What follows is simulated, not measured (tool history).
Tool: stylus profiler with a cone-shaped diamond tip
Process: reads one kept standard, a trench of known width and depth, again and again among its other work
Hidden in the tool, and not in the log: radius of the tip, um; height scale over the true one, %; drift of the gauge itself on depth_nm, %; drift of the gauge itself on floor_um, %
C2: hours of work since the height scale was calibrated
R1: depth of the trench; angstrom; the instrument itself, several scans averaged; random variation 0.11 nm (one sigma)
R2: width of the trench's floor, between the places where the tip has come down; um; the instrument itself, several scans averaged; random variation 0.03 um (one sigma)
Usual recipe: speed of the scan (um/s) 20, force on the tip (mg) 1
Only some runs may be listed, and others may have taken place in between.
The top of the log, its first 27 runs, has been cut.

run 28 hour=509.2 | speed_of_the_scan_(um/s)=72 force_on_the_tip_(mg)=1.81 | scans_with_this_tip=8003 C2=829 | R1=2020.4 R2=27.54
run 29 hour=530.9 | speed_of_the_scan_(um/s)=72 force_on_the_tip_(mg)=1.81 | scans_with_this_tip=8140 C2=844 | R1=2022.1 R2=27.6
run 30 hour=548.8 | speed_of_the_scan_(um/s)=10 force_on_the_tip_(mg)=0.79 | scans_with_this_tip=8255 C2=855 | R1=2013.4 R2=27.95
run 31 hour=573.7 | speed_of_the_scan_(um/s)=20 force_on_the_tip_(mg)=0.36 | scans_with_this_tip=8413 C2=872 | R1=2005.7 R2=27.71
run 32 hour=586.1 | speed_of_the_scan_(um/s)=34 force_on_the_tip_(mg)=1.96 | scans_with_this_tip=8492 C2=880 | R1=2022.1 R2=27.85
run 33 hour=598.3 | speed_of_the_scan_(um/s)=32 force_on_the_tip_(mg)=1.28 | scans_with_this_tip=8569 C2=888 | R1=2015.8 R2=27.73
run 34 hour=617 | speed_of_the_scan_(um/s)=32 force_on_the_tip_(mg)=1.28 | scans_with_this_tip=8689 C2=900 | R1=2015.9 R2=27.81
run 35 hour=635.9 | speed_of_the_scan_(um/s)=33 force_on_the_tip_(mg)=0.76 | scans_with_this_tip=8809 C2=913 | R1=2010.3 R2=27.69

Alternative continuations, all from the tool just after run 35; predict every row:
run A hour=661.2 | speed_of_the_scan_(um/s)=33 force_on_the_tip_(mg)=2.97 | scans_with_this_tip=8970 C2=930 | R1=? R2=?
run B hour=661.2 | speed_of_the_scan_(um/s)=75 force_on_the_tip_(mg)=0.78 | scans_with_this_tip=8970 C2=930 | R1=? R2=?
run C hour=661.2 | speed_of_the_scan_(um/s)=8 force_on_the_tip_(mg)=0.76 | scans_with_this_tip=8970 C2=930 | R1=? R2=?
run D hour=661.2 | speed_of_the_scan_(um/s)=8 force_on_the_tip_(mg)=1.97 | scans_with_this_tip=8970 C2=930 | R1=? R2=?

run=A R1=2026.5 R2=27.86
run=B R1=2010.8 R2=27.29
run=C R1=2009.4 R2=27.98
run=D R1=2021.1 R2=28.01
Stripped of hidden state, with their random variation kept, the same runs would have yielded:
run=A R1=2026.4 R2=27.87
run=B R1=2010.7 R2=27.29
run=C R1=2009.3 R2=27.99
run=D R1=2021 R2=28.02

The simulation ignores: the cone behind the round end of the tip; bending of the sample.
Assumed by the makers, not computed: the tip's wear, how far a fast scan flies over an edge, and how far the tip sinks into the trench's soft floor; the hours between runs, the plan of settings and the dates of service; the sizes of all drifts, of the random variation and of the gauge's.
